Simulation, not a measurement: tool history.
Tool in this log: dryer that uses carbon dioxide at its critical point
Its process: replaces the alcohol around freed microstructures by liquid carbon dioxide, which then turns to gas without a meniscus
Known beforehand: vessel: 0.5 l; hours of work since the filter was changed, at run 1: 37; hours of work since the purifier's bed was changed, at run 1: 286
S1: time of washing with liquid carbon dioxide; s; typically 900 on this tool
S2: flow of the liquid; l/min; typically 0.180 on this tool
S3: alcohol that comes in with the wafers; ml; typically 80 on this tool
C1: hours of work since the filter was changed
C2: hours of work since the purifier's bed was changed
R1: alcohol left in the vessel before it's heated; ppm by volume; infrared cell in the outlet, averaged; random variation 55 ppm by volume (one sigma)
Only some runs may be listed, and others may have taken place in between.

run     day    S1     S2   S3   C1   C2     R1
  1   0.000   900  0.180   80   37  286   4068
  2   1.504   900  0.180   80   52  301   4101
  3   2.721   900  0.180   80   64  314   4286
  4   4.300   900  0.301   80   80  330    507
  5   5.192   660  0.301   80   89  339   2203
  6   6.042   660  0.301   80   98  348   2226
  7   7.346   660  0.301   80  111  361   2357
  8   8.821   660  0.301   80  126  376   2436
  9   9.954   660  0.301   80  138  387   2474
 10  10.925   900  0.180   80  148  397   4988
 11  11.700   900  0.180   80  156  405   5118
     11.962  -- inlet filter changed
 12  13.250   900  0.180   80   13  420   3933
 13  15.050   900  0.180   80   31  439   4004
 14  16.450   900  0.180   80   46  453   4155
 15  17.388  1200  0.180   80   55  462   1324
 16  18.671  1200  0.180   80   68  475   1367
 17  19.596  1200  0.180   80   78  485   1434
 18  21.383  1020  0.180   27   96  503   1041
 19  22.221  1020  0.180   92  104  511   3430
 20  23.762  1020  0.180   92  120  527   3605
 21  25.058  1020  0.180   92  133  540   3539
 22  26.608  1020  0.180   92  149  556   3717
     27.583  -- inlet filter changed
 23  28.104  1380  0.180   40    5  571    371
 24  29.450  1380  0.180   40   19  585    390
 25  30.583   660  0.176   40   30  596   5775
 26  32.204  1140  0.137   29   47  612   1766
 27  33.021   720  0.124   70   55  621  18504
 28  34.267   780  0.293   47   68  633    740
 29  35.454   840  0.146   36   80  646   4738
 30  37.029   840  0.146   66   96  662   8653
 31  38.592  1380  0.122   36  112  677   1802
 32  39.933   900  0.195  105  125  691   4926
 33  41.471   900  0.195  105  141  707   4925

Predict each of these 4 candidate next runs independently; none follows another, all start after run 33:
  A  42.896   540  0.180   80  156  721   ?
  B  42.896  1380  0.195   40  156  721   ?
  C  42.896   900  0.215  105  156  721   ?
  D  42.896   600  0.113  105  156  721   ?

run     R1
  A  20046
  B    412
  C   3558
  D  48122
Stripped of hidden state, with their random variation kept, the same runs would have yielded:
run     R1
  A  16419
  B    151
  C   2327
  D  41890

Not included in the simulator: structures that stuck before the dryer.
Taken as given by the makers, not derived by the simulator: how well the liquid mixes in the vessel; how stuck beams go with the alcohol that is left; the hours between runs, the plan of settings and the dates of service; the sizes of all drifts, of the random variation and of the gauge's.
